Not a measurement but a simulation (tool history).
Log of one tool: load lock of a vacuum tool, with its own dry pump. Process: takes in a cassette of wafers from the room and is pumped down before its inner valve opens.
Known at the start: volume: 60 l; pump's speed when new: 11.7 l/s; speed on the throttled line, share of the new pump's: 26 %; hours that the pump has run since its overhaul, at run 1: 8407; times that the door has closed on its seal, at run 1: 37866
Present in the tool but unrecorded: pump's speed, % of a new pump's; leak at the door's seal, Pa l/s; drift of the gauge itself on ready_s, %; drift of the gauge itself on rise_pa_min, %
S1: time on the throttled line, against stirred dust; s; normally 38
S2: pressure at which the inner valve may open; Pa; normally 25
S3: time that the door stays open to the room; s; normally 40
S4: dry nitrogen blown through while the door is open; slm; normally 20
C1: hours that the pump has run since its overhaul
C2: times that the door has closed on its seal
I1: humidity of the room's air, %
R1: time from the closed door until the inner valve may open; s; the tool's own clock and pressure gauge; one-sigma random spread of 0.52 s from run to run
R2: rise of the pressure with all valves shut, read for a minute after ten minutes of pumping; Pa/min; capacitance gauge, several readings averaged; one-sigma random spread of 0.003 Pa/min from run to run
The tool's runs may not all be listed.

run     hour  S1  S2   S3  S4     C1     C2    I1    R1     R2
  1        0  38  25   40  20   8407  37866  45.9  75.8   0.54
  2    252.5  38  25   40  20   8659  38854  47.5  76.8  0.554
  3    782.4  38  25   40  20   9189  40928  46.8  77.3   0.61
  4   1309.1  38  25   40  20   9716  42990  45.5  76.7  0.673
      1601.1  -- door's seal changed, seat wiped
  5     1654  38  25   40  20  10059    206  43.3  78.8  0.021
  6   1902.3  38  25   40   5  10307   1178  46.9  77.4  0.035
  7   2210.5  38  25   40  22  10616   2385  45.1  78.6  0.032
  8   2524.4  38  25   40  20  10930   3613    51  77.9  0.037
  9   2794.2  38  25   40  20  11199   4669  42.8  79.8  0.049
      3040.6  -- dry pump taken out, an overhauled one fitted
 10   3083.1  38  25   40  20     43   5776  48.1  70.6  0.058
 11   3546.5  38  31   40  20    506   7590    44  69.2   0.07
 12   3898.2  38  31   40  20    858   8966  45.5  70.5   0.08
 13   4232.6  38  31   40  20   1192  10275  44.5  70.3  0.095
 14   4572.2  38  25   90  20   1532  11604  46.9  72.6  0.119
 15   4818.8  38  25   90  20   1778  12569  48.4  71.8   0.13
 16   5163.5  38  34   40  20   2123  13918  47.2  70.4  0.142
 17   5576.4  38  34   40  20   2536  15534  46.8  70.1  0.156
 18   5935.8  38  27   40  22   2895  16941  46.3  72.8  0.179
 19   6376.7  38  27  117  43   3336  18667  46.7  72.3  0.201
 20   6844.6  38  27  117  43   3804  20498  39.8  72.6  0.229
 21   7301.9  38  27  117  43   4261  22288  46.9  71.3  0.255
 22     7648  27  19   26  17   4607  23642  44.6  67.6  0.271
 23   8095.3  35  25   40  12   5055  25393  45.5  71.3  0.314
 24   8416.8  48  24   55  19   5376  26651    46  81.1  0.336
 25   8831.2  21  23   40  15   5791  28273  47.6  62.6   0.36
 26   9344.9  21  23   40  15   6304  30284  46.5  62.6  0.398
 27   9646.6  21  23   40  15   6606  31464  42.6  63.2   0.42
 28   9943.3  21  23   40  15   6903  32625    48  63.3  0.449
 29  10326.8  40  46   60   5   7286  34126  44.4  72.6   0.48
 30  10617.9  30  25   40  22   7577  35266  43.4  69.2  0.496
 31  11011.2  46  24   26  35   7971  36805  44.1  81.2  0.534

Here are 5 independent what-if runs from the current tool condition. What would each one return?
  A  11357.1  46  24   26   8  8316  38159  42.9   ?   ?
  B  11357.1  22  24  141  12  8316  38159  41.2   ?   ?
  C  11357.1  20  25   40  20  8316  38159  43.5   ?   ?
  D  11357.1  41  32  128  20  8316  38159    48   ?   ?
  E  11357.1  27  25   72   9  8316  38159  44.3   ?   ?

run    R1     R2
  A  82.8  0.569
  B  64.7  0.587
  C  63.5  0.572
  D  76.7  0.582
  E  68.4  0.574
Without the tool's hidden state the same runs would have given:
run    R1     R2
  A  78.1  0.016
  B  59.1  0.031
  C  57.9  0.014
  D  72.1  0.025
  E  62.9  0.023
